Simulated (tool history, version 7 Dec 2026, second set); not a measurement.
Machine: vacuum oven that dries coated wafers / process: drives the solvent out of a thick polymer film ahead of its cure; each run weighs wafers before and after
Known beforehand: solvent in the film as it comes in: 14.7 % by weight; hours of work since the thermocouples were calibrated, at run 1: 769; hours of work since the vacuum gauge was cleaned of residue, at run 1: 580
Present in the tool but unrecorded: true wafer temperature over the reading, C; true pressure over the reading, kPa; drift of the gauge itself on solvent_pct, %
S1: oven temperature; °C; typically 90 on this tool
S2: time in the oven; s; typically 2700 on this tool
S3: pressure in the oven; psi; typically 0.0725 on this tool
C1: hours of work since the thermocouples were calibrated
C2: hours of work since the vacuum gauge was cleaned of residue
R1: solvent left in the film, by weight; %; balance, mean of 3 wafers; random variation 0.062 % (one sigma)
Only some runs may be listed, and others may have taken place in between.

run,day,S1,S2,S3,C1,C2,R1
1,0,90,2700,0.0725,769,580,4.17
2,0.825,90,2700,0.0725,780,591,4.08
3,1.771,90,2700,0.1761,792,603,4.6
4,2.75,90,2700,0.1761,805,615,4.54
5,3.671,90,2700,0.1761,817,627,4.44
6,4.442,90,4140,0.0725,827,637,2.44
7,5.35,90,3780,0.0725,839,649,2.89
8,6.496,90,2700,0.0725,853,664,4.15
9,7.592,90,2700,0.0725,867,678,4.2
10,8.471,78,2700,0.0725,879,689,7.77
11,9.492,90,1620,0.0725,892,702,6.41
12,10.288,88,1620,0.0725,902,713,6.91
13,11.588,88,1620,0.0725,919,730,6.96
14,12.675,88,1620,0.0725,933,744,6.94
15,13.938,90,1440,0.1384,949,760,7.21
16,14.938,90,1440,0.1384,962,773,6.91
17,15.579,83,1440,0.0925,971,781,8.56
18,16.771,83,1440,0.0925,986,796,8.63
19,17.662,77,4200,0.2176,997,808,7.02
20,18.467,93,2340,0.0909,1008,818,4.18
21,19.446,96,2340,0.2614,1020,831,3.75
22,20.096,90,2040,0.2522,1029,839,5.86
23,21.067,90,1740,0.0438,1041,852,6.09
24,22.062,90,1740,0.0438,1054,865,5.96
25,23.138,78,1380,0.0379,1068,879,9.6
26,24.062,78,1380,0.0379,1080,891,9.53
27,24.612,90,1740,0.0554,1087,898,6

What if the next run were any one of these 3? Each begins from the tool's condition after run 27:
A,25.8,90,4380,0.0725,1103,913,?
B,25.8,83,1740,0.0554,1103,913,?
C,25.8,98,1740,0.0554,1103,913,?

run,R1
A,2.4
B,8
C,3.82
Stripped of hidden state, with their random variation kept, the same runs would have yielded:
run,R1
A,1.87
B,7.46
C,3.26

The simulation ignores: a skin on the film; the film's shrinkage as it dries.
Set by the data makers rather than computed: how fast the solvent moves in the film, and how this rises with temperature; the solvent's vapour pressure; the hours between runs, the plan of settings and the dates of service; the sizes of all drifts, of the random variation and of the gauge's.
